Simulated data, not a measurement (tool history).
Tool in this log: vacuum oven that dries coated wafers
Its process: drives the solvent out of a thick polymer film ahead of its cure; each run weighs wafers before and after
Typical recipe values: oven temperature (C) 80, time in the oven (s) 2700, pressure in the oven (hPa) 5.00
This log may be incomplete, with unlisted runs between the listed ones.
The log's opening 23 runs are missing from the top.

run,hour,oven temperature (C),time in the oven (s),pressure in the oven (hPa),hours of work since the thermocouples were calibrated,hours of work since the vacuum gauge was cleaned of residue,solvent left in the film (%)
24,467.5,67,1620,8.87,228,93,6.62
25,491.9,67,1620,8.87,247,112,6.69
26,514.3,67,1620,8.87,265,129,6.61
27,541.1,85,2100,7.89,286,150,0.92
28,566.9,90,2100,16.21,306,170,0.94
29,580.8,94,2100,3.73,317,181,0.18
30,595.6,94,2100,3.73,328,192,0.17
31,610.5,74,1920,10.20,340,204,3.87
32,632.3,80,2700,4.16,357,221,0.96
33,651.5,82,2700,8.57,372,236,0.92
34,678.0,83,1860,7.81,392,257,1.34
35,689.6,80,2520,5.00,401,266,1.09
36,715.1,66,2220,5.00,421,285,5.53
37,742.1,88,2700,12.17,442,306,0.69
38,770.0,67,3000,6.31,464,328,4.04
39,782.3,67,3000,6.31,473,338,4.13
40,796.6,69,3300,2.65,484,349,2.67

Consider 3 possible next runs. They are alternatives, not a sequence: every one starts from the tool as it was left by run 40. What does each give?
A,810.3,94,3240,9.55,495,360,?
B,810.3,67,2220,5.00,495,360,?
C,810.3,65,3300,2.65,495,360,?

run,solvent left in the film (%)
A,0.48
B,5.28
C,4.26
Stripped of hidden state, with their random variation kept, the same runs would have yielded:
run,solvent left in the film (%)
A,0.43
B,4.67
C,3.64
